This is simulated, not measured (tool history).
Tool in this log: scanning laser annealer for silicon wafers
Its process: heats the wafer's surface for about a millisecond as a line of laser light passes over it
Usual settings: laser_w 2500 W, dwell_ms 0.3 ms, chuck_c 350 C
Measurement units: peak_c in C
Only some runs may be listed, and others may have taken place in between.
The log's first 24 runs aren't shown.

run,hour,laser_w,dwell_ms,chuck_c,peak_c
25,1278,2138,0.3,337,911
26,1341.9,2666,0.37,352,1175
27,1390,2679,0.3,348,1096
28,1419.3,2500,0.342,350,1079
29,1456.5,2374,0.354,350,1045
30,1525.1,2329,0.317,369,1013
31,1585.5,2185,0.317,336,930
32,1649.8,2185,0.267,336,878
33,1713.9,2500,0.232,350,946
34,1773.6,2518,0.216,385,961
35,1817.7,2518,0.216,385,957
36,1856.1,2368,0.232,350,902
# hour 1894.3: window over the wafer cleaned
37,1913.8,2635,0.3,377,1114
38,1972.9,2635,0.3,366,1098
39,2042.2,2705,0.323,350,1129
40,2080.8,2500,0.316,352,1048
41,2111.8,2281,0.254,382,942
42,2172.2,2281,0.336,322,964

Alternative continuations, all from the tool just after run 42; predict every row:
A,2216.8,2135,0.362,361,?
B,2216.8,2281,0.336,389,?
C,2216.8,2424,0.3,328,?

run,peak_c
A,975
B,1029
C,981
Without the tool's unlogged condition, the same runs would have read:
run,peak_c
A,1016
B,1072
C,1025

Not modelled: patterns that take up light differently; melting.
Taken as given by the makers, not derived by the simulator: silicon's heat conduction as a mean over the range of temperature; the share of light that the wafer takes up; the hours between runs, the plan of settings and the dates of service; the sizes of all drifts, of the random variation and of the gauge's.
